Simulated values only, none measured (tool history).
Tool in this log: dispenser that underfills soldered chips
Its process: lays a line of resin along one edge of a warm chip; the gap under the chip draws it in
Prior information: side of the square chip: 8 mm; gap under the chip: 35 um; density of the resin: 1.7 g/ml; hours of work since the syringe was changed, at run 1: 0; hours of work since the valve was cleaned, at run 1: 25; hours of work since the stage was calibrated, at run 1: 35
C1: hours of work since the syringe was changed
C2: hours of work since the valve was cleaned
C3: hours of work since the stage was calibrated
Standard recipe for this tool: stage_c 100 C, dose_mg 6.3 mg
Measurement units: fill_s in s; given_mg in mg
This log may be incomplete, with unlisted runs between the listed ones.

{"run": 1, "hour": 0.0, "stage_c": 100, "dose_mg": 6.3, "C1": 0, "C2": 25, "C3": 35, "fill_s": 132.3, "given_mg": 6.2}
{"hour": 11.3, "done": "new syringe of resin"}
{"run": 2, "hour": 12.5, "stage_c": 100, "dose_mg": 6.3, "C1": 1, "C2": 34, "C3": 45, "fill_s": 140.3, "given_mg": 6.16}
{"hour": 22.3, "done": "new syringe of resin"}
{"run": 3, "hour": 24.2, "stage_c": 100, "dose_mg": 5.89, "C1": 1, "C2": 43, "C3": 54, "fill_s": 149.2, "given_mg": 5.75}
{"hour": 32.8, "done": "new syringe of resin"}
{"run": 4, "hour": 35.2, "stage_c": 100, "dose_mg": 5.89, "C1": 2, "C2": 52, "C3": 62, "fill_s": 158, "given_mg": 5.7}
{"hour": 43.3, "done": "new syringe of resin"}
{"run": 5, "hour": 49.6, "stage_c": 100, "dose_mg": 5.89, "C1": 5, "C2": 63, "C3": 73, "fill_s": 200, "given_mg": 5.67}
{"hour": 52.7, "done": "dispensing valve cleaned and set on the balance"}
{"hour": 55.4, "done": "new syringe of resin"}
{"hour": 66.0, "done": "new syringe of resin"}
{"run": 6, "hour": 66.7, "stage_c": 100, "dose_mg": 5.89, "C1": 1, "C2": 10, "C3": 85, "fill_s": 135.8, "given_mg": 5.87}
{"run": 7, "hour": 75.0, "stage_c": 85, "dose_mg": 6.3, "C1": 7, "C2": 17, "C3": 91, "fill_s": 421.2, "given_mg": 6.23}
{"hour": 77.6, "done": "new syringe of resin"}
{"hour": 87.8, "done": "new syringe of resin"}
{"run": 8, "hour": 90.4, "stage_c": 96, "dose_mg": 6.3, "C1": 2, "C2": 28, "C3": 103, "fill_s": 176.5, "given_mg": 6.2}
{"hour": 99.2, "done": "new syringe of resin"}
{"run": 9, "hour": 104.6, "stage_c": 107, "dose_mg": 6.29, "C1": 4, "C2": 39, "C3": 114, "fill_s": 137.4, "given_mg": 6.17}
{"hour": 109.6, "done": "new syringe of resin"}
{"run": 10, "hour": 112.5, "stage_c": 112, "dose_mg": 8.11, "C1": 2, "C2": 45, "C3": 120, "fill_s": 100.1, "given_mg": 7.9}
{"hour": 120.2, "done": "new syringe of resin"}
{"run": 11, "hour": 120.3, "stage_c": 112, "dose_mg": 8.11, "C1": 0, "C2": 51, "C3": 125, "fill_s": 81.2, "given_mg": 7.86}
{"hour": 131.0, "done": "new syringe of resin"}
{"run": 12, "hour": 131.1, "stage_c": 100, "dose_mg": 5.86, "C1": 0, "C2": 59, "C3": 134, "fill_s": 128.8, "given_mg": 5.65}
{"hour": 139.0, "done": "dispensing valve cleaned and set on the balance"}
{"hour": 143.1, "done": "new syringe of resin"}
{"run": 13, "hour": 143.9, "stage_c": 100, "dose_mg": 5.86, "C1": 1, "C2": 4, "C3": 143, "fill_s": 133.7, "given_mg": 5.86}
{"hour": 153.7, "done": "new syringe of resin"}
{"run": 14, "hour": 155.1, "stage_c": 100, "dose_mg": 5.86, "C1": 1, "C2": 12, "C3": 151, "fill_s": 140.3, "given_mg": 5.81}
{"hour": 163.9, "done": "new syringe of resin"}
{"run": 15, "hour": 172.1, "stage_c": 99, "dose_mg": 6.65, "C1": 6, "C2": 25, "C3": 164, "fill_s": 223.1, "given_mg": 6.56}
{"hour": 174.8, "done": "new syringe of resin"}
{"hour": 186.2, "done": "new syringe of resin"}
{"run": 16, "hour": 187.5, "stage_c": 109, "dose_mg": 6.01, "C1": 1, "C2": 37, "C3": 175, "fill_s": 100.7, "given_mg": 5.86}

Here are 4 independent what-if runs from the current tool condition. What would each one return?
{"hour": 196.5, "done": "new syringe of resin"}
{"run": "A", "hour": 200.5, "stage_c": 101, "dose_mg": 6.43, "C1": 3, "C2": 46, "C3": 185, "fill_s": "?", "given_mg": "?"}
{"hour": 196.5, "done": "new syringe of resin"}
{"run": "B", "hour": 200.5, "stage_c": 92, "dose_mg": 8.1, "C1": 3, "C2": 46, "C3": 185, "fill_s": "?", "given_mg": "?"}
{"hour": 196.5, "done": "new syringe of resin"}
{"run": "C", "hour": 200.5, "stage_c": 96, "dose_mg": 6.2, "C1": 3, "C2": 46, "C3": 185, "fill_s": "?", "given_mg": "?"}
{"hour": 196.5, "done": "new syringe of resin"}
{"run": "D", "hour": 200.5, "stage_c": 109, "dose_mg": 6.01, "C1": 3, "C2": 46, "C3": 185, "fill_s": "?", "given_mg": "?"}

run=A fill_s=159.4 given_mg=6.28
run=B fill_s=223.2 given_mg=7.89
run=C fill_s=192.6 given_mg=6.07
run=D fill_s=122.2 given_mg=5.85
Take away the tool's hidden state, keep each run's random variation, and the runs would have read:
run=A fill_s=127.4 given_mg=6.44
run=B fill_s=179.3 given_mg=8.1
run=C fill_s=154.1 given_mg=6.23
run=D fill_s=97.4 given_mg=6.01
